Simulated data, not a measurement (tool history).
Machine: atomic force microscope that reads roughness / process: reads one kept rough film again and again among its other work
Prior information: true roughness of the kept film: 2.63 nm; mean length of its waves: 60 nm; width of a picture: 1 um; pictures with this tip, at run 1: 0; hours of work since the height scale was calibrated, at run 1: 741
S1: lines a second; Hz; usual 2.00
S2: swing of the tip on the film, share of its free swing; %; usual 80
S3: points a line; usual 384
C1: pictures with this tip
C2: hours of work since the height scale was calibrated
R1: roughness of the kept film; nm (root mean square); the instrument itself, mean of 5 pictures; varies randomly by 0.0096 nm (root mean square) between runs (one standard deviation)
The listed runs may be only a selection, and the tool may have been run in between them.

Run 1, hour 0.0: usual settings; C1 0; C2 741. Result: R1 2.178 nm (root mean square).
Run 2, hour 17.2: usual settings; C1 39; C2 753. Result: R1 2.095 nm (root mean square).
At hour 29.8: new tip fitted.
Run 3, hour 37.7: usual settings; C1 17; C2 767. Result: R1 2.137 nm (root mean square).
At hour 57.3: new tip fitted.
Run 4, hour 57.3: usual settings; C1 0; C2 780. Result: R1 2.161 nm (root mean square).
Run 5, hour 78.4: usual settings; C1 47; C2 795. Result: R1 2.089 nm (root mean square).
At hour 84.7: new tip fitted.
Run 6, hour 107.5: usual settings; C1 51; C2 816. Result: R1 2.074 nm (root mean square).
At hour 114.7: new tip fitted.
At hour 142.2: new tip fitted.
Run 7, hour 142.2: usual settings; C1 0; C2 840. Result: R1 2.180 nm (root mean square).
At hour 169.9: new tip fitted.
Run 8, hour 171.3: usual settings; C1 3; C2 860. Result: R1 2.176 nm (root mean square).
Run 9, hour 192.4: usual settings but S2 87 %; C1 51; C2 875. Result: R1 1.956 nm (root mean square).
At hour 195.0: height scale calibrated on a step standard.
At hour 198.1: new tip fitted.
Run 10, hour 216.0: usual settings but S1 3.36 Hz, S2 65 %, S3 945; C1 40; C2 14. Result: R1 2.220 nm (root mean square).
At hour 228.2: new tip fitted.
Run 11, hour 252.4: usual settings but S1 3.25 Hz, S2 83 %, S3 440; C1 54; C2 40. Result: R1 1.830 nm (root mean square).
At hour 258.4: new tip fitted.
Run 12, hour 275.2: usual settings but S1 3.25 Hz, S2 83 %, S3 550; C1 38; C2 56. Result: R1 1.859 nm (root mean square).
At hour 287.6: new tip fitted.
Run 13, hour 296.4: usual settings but S2 70 %, S3 666; C1 20; C2 70. Result: R1 2.297 nm (root mean square).
At hour 317.3: new tip fitted.
Run 14, hour 318.2: usual settings but S2 70 %, S3 666; C1 2; C2 86. Result: R1 2.349 nm (root mean square).
At hour 344.6: new tip fitted.
Run 15, hour 355.3: usual settings but S1 2.54 Hz, S2 57 %, S3 314; C1 24; C2 111. Result: R1 2.385 nm (root mean square).
At hour 373.1: new tip fitted.
Run 16, hour 381.4: usual settings but S1 2.54 Hz, S2 57 %, S3 314; C1 19; C2 130. Result: R1 2.386 nm (root mean square).
At hour 399.4: height scale calibrated on a step standard, once more.
Run 17, hour 399.4: usual settings but S2 63 %, S3 256; C1 57; C2 0. Result: R1 2.285 nm (root mean square).
At hour 402.4: new tip fitted.
Run 18, hour 423.7: usual settings but S1 3.01 Hz, S2 72 %, S3 294; C1 48; C2 17. Result: R1 2.075 nm (root mean square).

Selected run-to-run steps in R1, each split into two signed amounts: the part the tool would show with no hidden state at all (from settings, incoming material and random variation), and the remainder, which goes to the hidden state together with any gauge scatter not common to the measured and the hidden-state-free results:
Hidden state at play: radius of the tip, nm; height scale over the true one, %; drift of the gauge itself on roughness_nm, %.
Run 6 -> 7: new tip fitted, new tip fitted. R1 +0.106 nm (root mean square): hidden state +0.112, all else -0.006.
Run 12 -> 13: S1 3.25 -> 2.00, S2 83 -> 70, S3 550 -> 666, new tip fitted. R1 +0.438 nm (root mean square): hidden state +0.036, all else +0.402.
